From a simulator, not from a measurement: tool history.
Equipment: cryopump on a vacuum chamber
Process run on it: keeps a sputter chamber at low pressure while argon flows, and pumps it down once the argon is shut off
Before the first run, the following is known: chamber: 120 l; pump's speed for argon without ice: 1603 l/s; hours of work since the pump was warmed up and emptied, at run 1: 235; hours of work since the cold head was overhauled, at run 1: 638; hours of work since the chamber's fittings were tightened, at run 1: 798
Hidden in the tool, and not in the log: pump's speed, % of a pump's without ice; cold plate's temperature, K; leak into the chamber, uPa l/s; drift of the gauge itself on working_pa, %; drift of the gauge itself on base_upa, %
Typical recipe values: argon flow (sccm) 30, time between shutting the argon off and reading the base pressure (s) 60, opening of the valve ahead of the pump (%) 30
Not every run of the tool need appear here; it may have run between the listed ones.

run	day	argon flow (sccm)	time between shutting the argon off and reading the base pressure (s)	opening of the valve ahead of the pump (%)	hours of work since the pump was warmed up and emptied	hours of work since the cold head was overhauled	hours of work since the chamber's fittings were tightened	pressure while argon flows (Pa)	pressure after the wait (uPa)
1	0	30	60	30	235	638	798	0.1093	2.05
2	2.95	30	60	30	264	668	828	0.1087	2.04
3	4.512	30	60	30	280	684	844	0.108	2.07
4	7.308	38	60	30	308	712	872	0.1394	2.18
5	9.054	38	60	30	326	730	890	0.1388	2.16
6	10.3	30	206	30	339	742	902	0.1103	1.51
7	12.992	30	206	30	366	769	929	0.1103	1.58
8	14.467	59	60	30	381	784	944	0.2167	2.32
9	15.921	17	60	30	395	799	959	0.0626	2.23
# day 17.033: pump warmed up, emptied and cooled again
10	18.442	17	60	30	14	822	982	0.0597	2.15
11	20.033	17	60	30	30	838	998	0.0602	2.08
12	22.588	17	60	30	56	864	1024	0.0595	2.2
13	24.192	17	60	30	72	880	1040	0.0607	2.23
14	26.204	30	60	30	93	901	1061	0.107	2.26
15	29.029	45	125	44	121	929	1089	0.1098	1.81
16	31.279	45	125	44	144	952	1112	0.1109	1.82
17	33.742	45	125	44	169	977	1137	0.1115	1.84
18	35.583	31	64	25	187	995	1155	0.1342	2.3
19	36.792	31	64	25	200	1008	1168	0.1332	2.38
20	38.921	30	37	30	221	1029	1189	0.108	3.05
21	40.35	41	124	43	235	1044	1204	0.1046	1.94
22	41.883	41	124	43	251	1059	1219	0.1054	2.01
23	43.533	41	124	43	268	1076	1236	0.1057	1.98
24	45.908	41	124	43	292	1100	1260	0.1049	2.06
25	48.633	23	124	29	319	1127	1287	0.087	2.04
26	50.45	12	259	51	337	1146	1306	0.027	1.92
27	53	13	259	46	363	1171	1331	0.0328	1.98
# day 53.729: leaking fittings of the chamber tightened, without venting
28	55.067	26	60	31	383	1191	14	0.0931	1.22

Alternative continuations, all from the tool just after run 28; predict every row:
A	56.317	25	135	20	396	1204	26	?	?
B	56.317	50	60	31	396	1204	26	?	?
C	56.317	18	26	19	396	1204	26	?	?

run	pressure while argon flows (Pa)	pressure after the wait (uPa)
A	0.1377	0.73
B	0.1799	1.2
C	0.1037	2.41
Take away the tool's hidden state, keep each run's random variation, and the runs would have read:
run	pressure while argon flows (Pa)	pressure after the wait (uPa)
A	0.1332	0.64
B	0.171	1.12
C	0.1005	2.33
